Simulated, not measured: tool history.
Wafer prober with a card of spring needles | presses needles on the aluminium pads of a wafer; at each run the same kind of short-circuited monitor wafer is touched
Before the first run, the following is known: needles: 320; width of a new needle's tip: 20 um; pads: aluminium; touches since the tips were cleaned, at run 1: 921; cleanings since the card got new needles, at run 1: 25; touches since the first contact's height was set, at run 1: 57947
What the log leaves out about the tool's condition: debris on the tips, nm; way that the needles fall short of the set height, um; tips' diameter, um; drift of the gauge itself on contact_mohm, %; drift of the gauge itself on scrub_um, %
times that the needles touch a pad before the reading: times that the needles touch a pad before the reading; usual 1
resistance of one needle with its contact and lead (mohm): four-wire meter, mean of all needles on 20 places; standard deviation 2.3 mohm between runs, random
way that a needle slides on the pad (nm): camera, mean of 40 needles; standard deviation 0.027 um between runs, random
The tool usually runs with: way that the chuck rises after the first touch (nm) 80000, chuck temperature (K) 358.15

run	day	way that the chuck rises after the first touch (nm)	chuck temperature (K)	times that the needles touch a pad before the reading	touches since the tips were cleaned	cleanings since the card got new needles	touches since the first contact's height was set	resistance of one needle with its contact and lead (mohm)	way that a needle slides on the pad (nm)
1	0	80000	358.15	1	921	25	57947	371	10970
# day 0.921: tips cleaned on abrasive film
2	1.742	80000	358.15	1	4520	26	67530	460	10940
# day 2.058: tips cleaned on abrasive film
3	2.625	80000	358.15	1	3145	27	72389	436	10930
# day 3.129: tips cleaned on abrasive film
4	3.475	80000	358.15	1	1917	28	77052	426	10870
# day 4.171: tips cleaned on abrasive film
5	4.979	80000	358.15	1	4463	29	85321	456	10910
# day 5.246: tips cleaned on abrasive film
# day 6.358: tips cleaned on abrasive film
6	6.621	80000	358.15	1	1454	31	94325	392	10890
# day 7.454: tips cleaned on abrasive film
7	7.825	80000	358.15	1	2060	32	100949	421	10840
# day 8.496: height of the first contact set anew
# day 8.571: tips cleaned on abrasive film
8	9.579	80000	358.15	2	5561	33	5962	379	11070
# day 9.658: tips cleaned on abrasive film
# day 10.792: tips cleaned on abrasive film
9	10.917	80000	358.15	2	703	35	13296	320	11060
10	11.821	80000	358.15	2	5678	35	18271	386	11040
# day 11.917: tips cleaned on abrasive film
11	12.696	80000	358.15	2	4291	36	23076	380	11040
# day 12.992: tips cleaned on abrasive film
12	13.721	83000	304.15	2	4030	37	28713	365	11440
# day 14.067: tips cleaned on abrasive film
# day 15.158: tips cleaned on abrasive film
13	15.158	61000	332.15	3	0	39	36590	273	8360
# day 16.221: tips cleaned on abrasive film
14	16.879	61000	321.15	2	3645	40	46065	459	8340
# day 17.321: tips cleaned on abrasive film
# day 18.412: tips cleaned on abrasive film
15	18.421	82000	382.15	2	52	42	54518	282	11200
# day 19.562: tips cleaned on abrasive film
16	19.762	64000	397.15	2	1088	43	61885	375	8700
# day 20.625: tips cleaned on abrasive film
17	20.625	68000	358.15	2	0	44	66633	274	9290
18	21.433	68000	358.15	2	4440	44	71073	434	9290

Predict each of these 3 candidate next runs independently; none follows another, all start after run 18:
# day 21.738: tips cleaned on abrasive film
A	22.533	86000	325.15	1	4396	45	77132	?	?
# day 21.738: tips cleaned on abrasive film
B	22.533	68000	302.15	2	4396	45	77132	?	?
# day 21.738: tips cleaned on abrasive film
C	22.533	68000	339.15	1	4396	45	77132	?	?

run	resistance of one needle with its contact and lead (mohm)	way that a needle slides on the pad (nm)
A	442	11720
B	432	9220
C	563	9200
Without the tool's unlogged condition, the same runs would have read:
run	resistance of one needle with its contact and lead (mohm)	way that a needle slides on the pad (nm)
A	252	11910
B	247	9410
C	266	9390

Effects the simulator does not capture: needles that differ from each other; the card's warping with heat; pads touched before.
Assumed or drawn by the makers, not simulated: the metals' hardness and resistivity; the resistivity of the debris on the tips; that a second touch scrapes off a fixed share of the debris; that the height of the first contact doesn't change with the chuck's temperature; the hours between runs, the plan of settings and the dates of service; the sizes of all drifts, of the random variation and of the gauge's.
